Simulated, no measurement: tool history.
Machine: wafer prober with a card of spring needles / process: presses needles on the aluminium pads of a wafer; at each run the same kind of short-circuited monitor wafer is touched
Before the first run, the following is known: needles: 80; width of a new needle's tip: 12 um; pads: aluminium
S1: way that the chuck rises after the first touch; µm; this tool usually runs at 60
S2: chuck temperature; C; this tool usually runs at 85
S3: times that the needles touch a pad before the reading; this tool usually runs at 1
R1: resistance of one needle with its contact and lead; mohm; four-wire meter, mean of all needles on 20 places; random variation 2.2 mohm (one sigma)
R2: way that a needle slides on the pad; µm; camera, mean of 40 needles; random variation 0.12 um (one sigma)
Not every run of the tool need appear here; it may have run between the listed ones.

run 1 hour=0.0 | S1=60 S2=85 S3=1 | R1=248 R2=8.99
-- hour=4.4 tips cleaned on abrasive film
-- hour=12.9 tips cleaned on abrasive film
run 2 hour=19.7 | S1=60 S2=85 S3=1 | R1=251 R2=8.75
-- hour=21.4 tips cleaned on abrasive film
-- hour=29.2 tips cleaned on abrasive film
run 3 hour=33.4 | S1=60 S2=85 S3=1 | R1=249 R2=8.50
-- hour=37.7 tips cleaned on abrasive film
-- hour=45.5 tips cleaned on abrasive film
-- hour=53.7 tips cleaned on abrasive film
run 4 hour=54.3 | S1=60 S2=85 S3=1 | R1=245 R2=8.80
-- hour=62.2 tips cleaned on abrasive film
run 5 hour=68.8 | S1=60 S2=85 S3=1 | R1=252 R2=8.76
-- hour=70.4 tips cleaned on abrasive film
-- hour=78.3 tips cleaned on abrasive film
-- hour=87.0 tips cleaned on abrasive film
run 6 hour=90.4 | S1=60 S2=85 S3=1 | R1=248 R2=8.57
-- hour=95.6 tips cleaned on abrasive film
-- hour=104.2 tips cleaned on abrasive film
run 7 hour=110.7 | S1=60 S2=85 S3=1 | R1=252 R2=8.70
-- hour=112.4 tips cleaned on abrasive film
-- hour=120.5 tips cleaned on abrasive film
run 8 hour=124.9 | S1=66 S2=85 S3=1 | R1=246 R2=9.37
-- hour=128.5 tips cleaned on abrasive film
-- hour=137.2 tips cleaned on abrasive film
-- hour=145.3 tips cleaned on abrasive film
run 9 hour=147.8 | S1=60 S2=85 S3=1 | R1=247 R2=8.69
-- hour=153.8 tips cleaned on abrasive film
-- hour=161.7 tips cleaned on abrasive film
run 10 hour=167.6 | S1=78 S2=85 S3=1 | R1=247 R2=11.05
-- hour=169.4 tips cleaned on abrasive film
-- hour=177.9 tips cleaned on abrasive film
run 11 hour=180.5 | S1=69 S2=85 S3=1 | R1=242 R2=9.78
-- hour=185.9 tips cleaned on abrasive film
-- hour=193.8 tips cleaned on abrasive film
run 12 hour=195.0 | S1=69 S2=116 S3=1 | R1=253 R2=9.69
-- hour=201.6 tips cleaned on abrasive film
-- hour=209.8 tips cleaned on abrasive film
run 13 hour=216.6 | S1=60 S2=28 S3=1 | R1=241 R2=8.45
-- hour=218.2 tips cleaned on abrasive film
-- hour=227.1 tips cleaned on abrasive film
run 14 hour=234.0 | S1=60 S2=28 S3=1 | R1=240 R2=8.41
-- hour=235.9 tips cleaned on abrasive film
-- hour=244.5 tips cleaned on abrasive film
-- hour=253.9 tips cleaned on abrasive film
run 15 hour=256.3 | S1=60 S2=85 S3=2 | R1=246 R2=8.45
-- hour=263.1 tips cleaned on abrasive film
-- hour=272.3 tips cleaned on abrasive film
run 16 hour=272.3 | S1=60 S2=85 S3=2 | R1=240 R2=8.13
-- hour=281.7 tips cleaned on abrasive film
run 17 hour=285.2 | S1=41 S2=53 S3=2 | R1=245 R2=5.69
-- hour=289.8 tips cleaned on abrasive film
run 18 hour=295.2 | S1=41 S2=53 S3=2 | R1=247 R2=5.68
-- hour=298.0 tips cleaned on abrasive film
-- hour=305.8 tips cleaned on abrasive film
run 19 hour=310.5 | S1=63 S2=48 S3=1 | R1=242 R2=8.89
-- hour=314.1 tips cleaned on abrasive film
-- hour=322.0 tips cleaned on abrasive film
-- hour=330.8 tips cleaned on abrasive film
run 20 hour=333.5 | S1=50 S2=44 S3=2 | R1=241 R2=6.84
-- hour=340.1 tips cleaned on abrasive film
-- hour=347.9 tips cleaned on abrasive film
-- hour=355.8 tips cleaned on abrasive film
run 21 hour=355.8 | S1=51 S2=26 S3=2 | R1=230 R2=6.72
-- hour=364.5 tips cleaned on abrasive film
-- hour=373.6 tips cleaned on abrasive film
run 22 hour=377.5 | S1=46 S2=91 S3=2 | R1=254 R2=5.93
-- hour=381.9 tips cleaned on abrasive film
-- hour=391.0 tips cleaned on abrasive film
-- hour=398.9 tips cleaned on abrasive film
run 23 hour=401.0 | S1=46 S2=91 S3=2 | R1=259 R2=6.13
-- hour=407.7 tips cleaned on abrasive film
-- hour=416.3 tips cleaned on abrasive film
run 24 hour=418.6 | S1=67 S2=75 S3=1 | R1=242 R2=9.00
-- hour=424.5 tips cleaned on abrasive film
-- hour=433.0 tips cleaned on abrasive film
run 25 hour=435.7 | S1=67 S2=75 S3=1 | R1=241 R2=9.00
-- hour=441.2 tips cleaned on abrasive film
run 26 hour=448.2 | S1=67 S2=75 S3=1 | R1=253 R2=9.27
-- hour=450.0 tips cleaned on abrasive film
-- hour=457.9 tips cleaned on abrasive film
run 27 hour=461.4 | S1=60 S2=31 S3=1 | R1=240 R2=7.97
-- hour=466.5 tips cleaned on abrasive film
-- hour=474.5 tips cleaned on abrasive film
run 28 hour=474.5 | S1=60 S2=31 S3=1 | R1=231 R2=8.12
-- hour=483.5 tips cleaned on abrasive film
-- hour=492.7 tips cleaned on abrasive film
run 29 hour=498.0 | S1=60 S2=56 S3=1 | R1=246 R2=8.02

Below, each run's measurement less what the same run would have read without the hidden state. Both values contain the same run-to-run variation, but the gauge's scatter may not be the same in both:
Hidden state at play: debris on the tips, nm; way that the needles fall short of the set height, um; tips' diameter, um; drift of the gauge itself on contact_mohm, %; drift of the gauge itself on scrub_um, %.
run=1 R1=+6 R2=-0.03
run=2 R1=+9 R2=-0.04
run=3 R1=+8 R2=-0.06
run=4 R1=+2 R2=-0.09
run=5 R1=+10 R2=-0.11
run=6 R1=+6 R2=-0.13
run=7 R1=+10 R2=-0.16
run=8 R1=+7 R2=-0.19
run=9 R1=+6 R2=-0.23
run=10 R1=+7 R2=-0.25
run=11 R1=+4 R2=-0.27
run=12 R1=+2 R2=-0.30
run=13 R1=+12 R2=-0.32
run=14 R1=+12 R2=-0.34
run=15 R1=+5 R2=-0.39
run=16 R1=+1 R2=-0.41
run=17 R1=+11 R2=-0.42
run=18 R1=+14 R2=-0.43
run=19 R1=+10 R2=-0.45
run=20 R1=+7 R2=-0.49
run=21 R1=+2 R2=-0.53
run=22 R1=+9 R2=-0.57
run=23 R1=+9 R2=-0.60
run=24 R1=+5 R2=-0.63
run=25 R1=+6 R2=-0.65
run=26 R1=+11 R2=-0.67
run=27 R1=+11 R2=-0.68
run=28 R1=+3 R2=-0.70
run=29 R1=+13 R2=-0.73
